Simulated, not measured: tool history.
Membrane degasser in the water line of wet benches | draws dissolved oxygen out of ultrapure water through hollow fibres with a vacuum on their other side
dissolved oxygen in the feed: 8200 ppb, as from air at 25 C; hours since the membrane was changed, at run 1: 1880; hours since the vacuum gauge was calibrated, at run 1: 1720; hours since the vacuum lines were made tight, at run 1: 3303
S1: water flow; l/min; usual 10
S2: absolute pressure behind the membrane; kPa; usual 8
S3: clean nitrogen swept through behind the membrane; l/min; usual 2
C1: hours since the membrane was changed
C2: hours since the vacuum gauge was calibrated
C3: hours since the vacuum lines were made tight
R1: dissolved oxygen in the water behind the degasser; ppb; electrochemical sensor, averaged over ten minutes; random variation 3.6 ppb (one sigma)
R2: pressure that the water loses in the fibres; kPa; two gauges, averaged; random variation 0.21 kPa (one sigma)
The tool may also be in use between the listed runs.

| run | hour | S1 | S2 | S3 | C1 | C2 | C3 | R1 | R2 |
|---|---|---|---|---|---|---|---|---|---|
| 1 | 0 | 10 | 8 | 2 | 1880 | 1720 | 3303 | 379.7 | 51.21 |
| 2 | 60.8 | 15 | 8 | 2 | 1941 | 1781 | 3364 | 785.9 | 76.43 |
| 3 | 101.8 | 10 | 8 | 2 | 1982 | 1822 | 3405 | 374.5 | 51.3 |
| 4 | 168.5 | 10 | 8 | 2 | 2049 | 1888 | 3472 | 377.5 | 50.85 |
| 5 | 231 | 10 | 8 | 2 | 2111 | 1951 | 3534 | 376.6 | 50.98 |
| 6 | 266.1 | 10 | 8 | 2 | 2146 | 1986 | 3569 | 384.5 | 50.85 |
| 7 | 311.6 | 10 | 8 | 0.91 | 2192 | 2031 | 3615 | 436.7 | 51.04 |
| 8 | 370.7 | 10 | 8 | 2 | 2251 | 2091 | 3674 | 376.9 | 50.91 |
| 9 | 422.1 | 10 | 8 | 2 | 2302 | 2142 | 3725 | 381 | 51.26 |
|  | 428.8 | vacuum gauge calibrated |
| 10 | 476.8 | 10 | 9.7 | 2 | 2356 | 48 | 3779 | 404.8 | 51.12 |
| 11 | 517.3 | 10 | 9.7 | 2 | 2397 | 89 | 3820 | 392.9 | 50.86 |
| 12 | 581.6 | 10 | 8 | 4.91 | 2461 | 153 | 3884 | 341 | 51.15 |
|  | 630.2 | vacuum gauge calibrated, once more |
| 13 | 633.4 | 10 | 8 | 4.91 | 2512 | 3 | 3935 | 353 | 51.05 |
| 14 | 696.8 | 10 | 8 | 4.91 | 2576 | 67 | 3999 | 343.7 | 50.89 |
| 15 | 731.6 | 10 | 8 | 4.91 | 2611 | 101 | 4034 | 345.7 | 51.3 |
| 16 | 768.6 | 10 | 10.2 | 2 | 2648 | 138 | 4071 | 400.4 | 50.74 |
| 17 | 820.2 | 11 | 5.25 | 2 | 2699 | 190 | 4122 | 428.7 | 56.35 |
| 18 | 863.2 | 11 | 5.25 | 2 | 2742 | 233 | 4165 | 433.6 | 56.38 |
| 19 | 895 | 11 | 5.25 | 2 | 2774 | 265 | 4197 | 426 | 56.51 |
| 20 | 952.6 | 15 | 5.25 | 1.05 | 2832 | 322 | 4255 | 799.6 | 76.74 |
| 21 | 1009.3 | 10 | 19.67 | 1.05 | 2888 | 379 | 4311 | 657.2 | 51.18 |
| 22 | 1060.4 | 10 | 19.67 | 1.05 | 2939 | 430 | 4362 | 667.3 | 51.45 |
| 23 | 1087.2 | 9 | 11.29 | 1.5 | 2966 | 457 | 4389 | 373.4 | 46.06 |
| 24 | 1125.9 | 13 | 5.93 | 1.8 | 3005 | 496 | 4428 | 601.6 | 66.92 |
| 25 | 1182 | 11 | 5.85 | 2 | 3061 | 552 | 4484 | 429.9 | 56.91 |
| 26 | 1223 | 11 | 5.85 | 2 | 3102 | 593 | 4525 | 439.2 | 56.51 |
| 27 | 1274.4 | 11 | 5.85 | 2 | 3153 | 644 | 4576 | 434.5 | 56.4 |
| 28 | 1337.5 | 15 | 14.97 | 5.72 | 3216 | 707 | 4640 | 770.1 | 76.88 |
| 29 | 1389.2 | 11 | 8 | 1.07 | 3268 | 759 | 4691 | 505.5 | 56.55 |
| 30 | 1443.8 | 7 | 7.55 | 1.17 | 3323 | 814 | 4746 | 198.9 | 35.95 |
| 31 | 1477.6 | 11 | 13.68 | 2 | 3357 | 847 | 4780 | 516.8 | 56.77 |
| 32 | 1510.3 | 10 | 8.48 | 3.53 | 3389 | 880 | 4812 | 360.6 | 51.43 |

Some steps in R1 between neighbouring runs. How much of each would the tool show without its hidden state too (settings, what came in, random variation), and how much is left for the hidden state, with any gauge scatter that isn't in both results?
The hidden state here: membrane still open, %; true pressure behind the membrane over the reading, kPa; air that leaks in behind the membrane, l/min; drift of the gauge itself on oxygen_ppb, %; drift of the gauge itself on loss_of_pressure_kpa, %.
Run 1 -> 2: S1 10 -> 15. R1 +406.2 ppb: hidden state +8, all else +398.2.
Run 2 -> 3: S1 15 -> 10. R1 -411.4 ppb: hidden state -7.4, all else -404.
Run 19 -> 20: S1 11 -> 15, S3 2 -> 1.05. R1 +373.6 ppb: hidden state +10.6, all else +363.
Run 29 -> 30: S1 11 -> 7, S2 8 -> 7.55, S3 1.07 -> 1.17. R1 -306.6 ppb: hidden state -12.2, all else -294.4.
Run 30 -> 31: S1 7 -> 11, S2 7.55 -> 13.68, S3 1.17 -> 2. R1 +317.9 ppb: hidden state +13, all else +304.9.
